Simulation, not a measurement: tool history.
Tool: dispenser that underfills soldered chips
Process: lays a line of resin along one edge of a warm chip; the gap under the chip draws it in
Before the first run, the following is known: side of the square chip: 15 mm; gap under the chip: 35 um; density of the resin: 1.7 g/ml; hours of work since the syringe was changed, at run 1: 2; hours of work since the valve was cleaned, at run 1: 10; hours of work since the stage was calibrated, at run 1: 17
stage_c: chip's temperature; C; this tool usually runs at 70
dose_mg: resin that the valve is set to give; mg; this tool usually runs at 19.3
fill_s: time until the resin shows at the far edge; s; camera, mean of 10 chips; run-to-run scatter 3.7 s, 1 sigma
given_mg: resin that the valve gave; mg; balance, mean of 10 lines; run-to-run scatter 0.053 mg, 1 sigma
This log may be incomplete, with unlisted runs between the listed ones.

run	hour	stage_c	dose_mg	hours of work since the syringe was changed	hours of work since the valve was cleaned	hours of work since the stage was calibrated	fill_s	given_mg
1	0	70	19.3	2	10	17	409.6	19.24
# hour 11.2: new syringe of resin
2	12.5	71	19.3	1	18	26	383.4	19.21
3	25	71	19.3	10	27	34	524.7	19.17
# hour 25.8: new syringe of resin
4	34.8	71	19.3	6	34	41	459	19.16
# hour 40.5: new syringe of resin
5	45	60	19.3	3	41	48	649.9	18.97
6	54	60	19.3	10	47	55	828.3	19.1
# hour 55: new syringe of resin
7	62.3	60	19.3	5	53	60	700.8	18.97
# hour 69.9: new syringe of resin
8	72.4	60	19.3	2	60	67	618.9	18.86
9	83.4	80	19.3	10	68	75	374.5	18.85
# hour 84.7: new syringe of resin
10	91	80	17.2	4	73	80	298.4	16.84
11	96.9	80	17.2	9	77	84	358.9	16.81
# hour 99.4: new syringe of resin
12	107.5	80	17.2	6	84	92	322.4	16.81
# hour 114.6: new syringe of resin
13	119.6	80	17.2	3	93	100	298.5	16.67
14	125	55	19.3	7	96	104	933.6	18.66
# hour 129.7: new syringe of resin
15	132.5	55	19.3	2	101	109	789	18.75
# hour 138.5: dispensing valve cleaned and set on the balance
# hour 145.3: new syringe of resin
16	145.8	55	21.1	0	5	117	710.7	21
17	157.9	55	21.1	9	14	126	1009.7	20.99
# hour 159.6: new syringe of resin
18	164.7	57	19.3	4	18	131	724.7	19.21
# hour 174.1: new syringe of resin
19	176.1	55	22	1	26	138	729.6	21.86
20	186.8	68	19.3	9	34	146	572.4	19.09
# hour 188.7: new syringe of resin
21	198	66	18.4	7	41	154	566.1	18.18
# hour 203.1: new syringe of resin
22	204.4	61	22.4	1	46	158	554.7	22.03
23	214.8	61	22.4	8	53	165	733.9	22.06
# hour 218.1: new syringe of resin
24	223.2	61	22.4	4	59	171	603.4	21.96
25	228.9	61	22.4	8	63	175	708.3	22.05
# hour 233.2: new syringe of resin
26	237	65	24.7	3	68	181	476.3	24.21
27	243.1	65	19.2	7	73	185	597.4	18.75
# hour 247.4: new syringe of resin
28	253.2	81	23.4	4	79	192	269.4	22.84
# hour 262.1: new syringe of resin
29	266.5	67	22.3	3	89	201	456.7	21.76
# hour 276.9: new syringe of resin
30	279.8	67	22.3	2	98	210	436	21.68
# hour 291.4: dispensing valve cleaned and set on the balance
# hour 292.5: new syringe of resin
31	294	66	17.1	1	2	219	447.9	16.97
32	301.7	83	23.6	7	7	225	263.6	23.54
# hour 307.6: new syringe of resin
33	313.7	82	20	4	15	233	259.5	19.84
34	319.2	82	20	8	19	237	302	19.88
# hour 322: new syringe of resin
35	325.7	70	24.4	3	24	241	394.3	24.15

Below are 4 alternative next runs, each starting from the tool's condition after run 35. Predict each:
# hour 336.6: new syringe of resin
A	336.8	83	16.8	0	31	249	?	?
# hour 336.6: new syringe of resin
B	336.8	67	20.1	0	31	249	?	?
# hour 336.6: new syringe of resin
C	336.8	72	25	0	31	249	?	?
# hour 336.6: new syringe of resin
D	336.8	60	18.7	0	31	249	?	?

run	fill_s	given_mg
A	224.8	16.64
B	403.7	19.9
C	322.8	24.78
D	557.8	18.53
Take away the tool's hidden state, keep each run's random variation, and the runs would have read:
run	fill_s	given_mg
A	232.3	16.82
B	419.5	20.12
C	335.5	25.05
D	580.1	18.73
